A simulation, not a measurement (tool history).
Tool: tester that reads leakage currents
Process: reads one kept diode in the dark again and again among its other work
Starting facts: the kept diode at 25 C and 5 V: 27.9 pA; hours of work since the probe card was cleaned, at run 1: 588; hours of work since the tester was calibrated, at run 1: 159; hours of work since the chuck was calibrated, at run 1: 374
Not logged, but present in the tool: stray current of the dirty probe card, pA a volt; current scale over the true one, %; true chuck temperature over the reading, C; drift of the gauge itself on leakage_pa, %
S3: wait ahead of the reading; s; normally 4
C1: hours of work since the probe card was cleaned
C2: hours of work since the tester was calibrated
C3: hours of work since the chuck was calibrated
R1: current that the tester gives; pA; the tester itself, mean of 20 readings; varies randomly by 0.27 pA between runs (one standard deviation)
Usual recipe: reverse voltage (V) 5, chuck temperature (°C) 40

Run 1, hour 0: usual settings; C1 588; C2 159; C3 374. Result: R1 88.62 pA.
Run 2, hour 32.8: usual settings but chuck temperature (°C) 52; C1 611; C2 182; C3 396. Result: R1 205.39 pA.
Run 3, hour 62.6: usual settings but chuck temperature (°C) 52; C1 631; C2 202; C3 417. Result: R1 204.41 pA.
Run 4, hour 96.5: usual settings but chuck temperature (°C) 52; C1 655; C2 226; C3 440. Result: R1 206.24 pA.
Run 5, hour 127.9: usual settings but chuck temperature (°C) 52; C1 676; C2 247; C3 462. Result: R1 205.26 pA.
Run 6, hour 174: usual settings but S3 0.84 s; C1 708; C2 279; C3 494. Result: R1 90.24 pA.
Run 7, hour 193.3: usual settings but S3 0.84 s; C1 722; C2 293; C3 507. Result: R1 90.72 pA.
Run 8, hour 223.6: usual settings but S3 0.84 s; C1 742; C2 313; C3 528. Result: R1 90.02 pA.
Run 9, hour 250.2: usual settings but S3 0.84 s; C1 761; C2 332; C3 546. Result: R1 90.38 pA.
Run 10, hour 285.6: usual settings but S3 0.84 s; C1 785; C2 356; C3 571. Result: R1 90.7 pA.
Run 11, hour 331.4: usual settings but S3 1.35 s; C1 817; C2 388; C3 602. Result: R1 89.88 pA.
Run 12, hour 377: usual settings but S3 1.35 s; C1 848; C2 419; C3 634. Result: R1 88.89 pA.
Run 13, hour 404.9: usual settings; C1 867; C2 438; C3 653. Result: R1 88.83 pA.
Run 14, hour 438.4: usual settings but S3 0.73 s; C1 891; C2 461; C3 676. Result: R1 90.4 pA.
Run 15, hour 463.7: usual settings but S3 0.73 s; C1 908; C2 479; C3 693. Result: R1 90.42 pA.
Run 16, hour 506.8: usual settings but S3 9.35 s; C1 938; C2 509; C3 723. Result: R1 88.69 pA.
Run 17, hour 532.5: usual settings but S3 9.35 s; C1 955; C2 526; C3 741. Result: R1 88.62 pA.
Run 18, hour 571.9: usual settings but S3 9.35 s; C1 983; C2 554; C3 768. Result: R1 88.36 pA.
Run 19, hour 609.6: usual settings but chuck temperature (°C) 43; C1 1008; C2 579; C3 794. Result: R1 110.06 pA.
Run 20, hour 645.7: usual settings; C1 1033; C2 604; C3 819. Result: R1 89 pA.
Run 21, hour 678.5: usual settings but reverse voltage (V) 11.42, chuck temperature (°C) 26; C1 1056; C2 627; C3 841. Result: R1 42.52 pA.
Run 22, hour 717.6: usual settings but reverse voltage (V) 2.71, chuck temperature (°C) 44, S3 0.69 s; C1 1083; C2 654; C3 868. Result: R1 94.62 pA.
Run 23, hour 762.8: usual settings but reverse voltage (V) 3.7, chuck temperature (°C) 33, S3 0.57 s; C1 1114; C2 685; C3 900. Result: R1 48.93 pA.
Run 24, hour 795.8: usual settings but reverse voltage (V) 3.7, chuck temperature (°C) 33, S3 0.57 s; C1 1137; C2 708; C3 922. Result: R1 48.5 pA.
Run 25, hour 817.5: usual settings but S3 2.61 s; C1 1152; C2 723; C3 937. Result: R1 89.17 pA.
Run 26, hour 851.3: usual settings but reverse voltage (V) 4.46, chuck temperature (°C) 20, S3 0.72 s; C1 1175; C2 746; C3 961. Result: R1 19.88 pA.
Run 27, hour 882.7: usual settings but reverse voltage (V) 1.32; C1 1197; C2 768; C3 982. Result: R1 52.91 pA.
Run 28, hour 923.9: usual settings but reverse voltage (V) 3.66, chuck temperature (°C) 25, S3 3.24 s; C1 1225; C2 796; C3 1011. Result: R1 25.31 pA.
Run 29, hour 966.9: usual settings but reverse voltage (V) 12.49, chuck temperature (°C) 33, S3 2.12 s; C1 1255; C2 826; C3 1040. Result: R1 76.38 pA.
Run 30, hour 998.2: usual settings but S3 2.19 s; C1 1276; C2 847; C3 1062. Result: R1 89.1 pA.
Run 31, hour 1020.8: usual settings but chuck temperature (°C) 27; C1 1292; C2 863; C3 1077. Result: R1 33.24 pA.
Run 32, hour 1054.2: usual settings but reverse voltage (V) 5.26, chuck temperature (°C) 31, S3 0.81 s; C1 1315; C2 886; C3 1100. Result: R1 47.81 pA.
Run 33, hour 1077.2: usual settings but chuck temperature (°C) 39, S3 1.47 s; C1 1331; C2 902; C3 1116. Result: R1 82.72 pA.
Run 34, hour 1104.8: usual settings but reverse voltage (V) 10.17, chuck temperature (°C) 48, S3 8.94 s; C1 1350; C2 921; C3 1135. Result: R1 204.98 pA.
Run 35, hour 1129.7: usual settings but reverse voltage (V) 10.17, chuck temperature (°C) 48, S3 8.94 s; C1 1367; C2 938; C3 1152. Result: R1 204.1 pA.
Run 36, hour 1155: usual settings but reverse voltage (V) 10.17, chuck temperature (°C) 36, S3 0.33 s; C1 1384; C2 955; C3 1170. Result: R1 97.62 pA.
Run 37, hour 1188.7: usual settings but reverse voltage (V) 1.68, chuck temperature (°C) 37, S3 4.36 s; C1 1408; C2 979; C3 1193. Result: R1 46.57 pA.
Run 38, hour 1231.4: usual settings but reverse voltage (V) 4.39, chuck temperature (°C) 56, S3 2.24 s; C1 1437; C2 1008; C3 1223. Result: R1 255.45 pA.
Run 39, hour 1259.1: usual settings but reverse voltage (V) 1.05, chuck temperature (°C) 55, S3 1.32 s; C1 1456; C2 1027; C3 1242. Result: R1 136.86 pA.
Run 40, hour 1303.6: usual settings but reverse voltage (V) 1.05, chuck temperature (°C) 55, S3 1.32 s; C1 1487; C2 1058; C3 1272. Result: R1 137.2 pA.

Branching from run 40: 4 alternative next runs. What would each branch give?
At hour 1326.9: chuck's temperature calibrated.
Run A, hour 1342.3: usual settings but reverse voltage (V) 1.05, chuck temperature (°C) 29, S3 5.18 s; C1 1512; C2 1083; C3 11. Result: R1 ?.
At hour 1326.9: chuck's temperature calibrated.
Run B, hour 1342.3: usual settings but chuck temperature (°C) 53, S3 1.6 s; C1 1512; C2 1083; C3 11. Result: R1 ?.
At hour 1326.9: chuck's temperature calibrated.
Run C, hour 1342.3: usual settings but chuck temperature (°C) 25; C1 1512; C2 1083; C3 11. Result: R1 ?.
At hour 1326.9: chuck's temperature calibrated.
Run D, hour 1342.3: usual settings but reverse voltage (V) 1.05, chuck temperature (°C) 22, S3 0.32 s; C1 1512; C2 1083; C3 11. Result: R1 ?.

run      R1
  A   21.13
  B  220.21
  C   28.39
  D    13.2
Stripped of hidden state, with their random variation kept, the same runs would have yielded:
run      R1
  A   21.12
  B  220.19
  C   28.37
  D   13.19
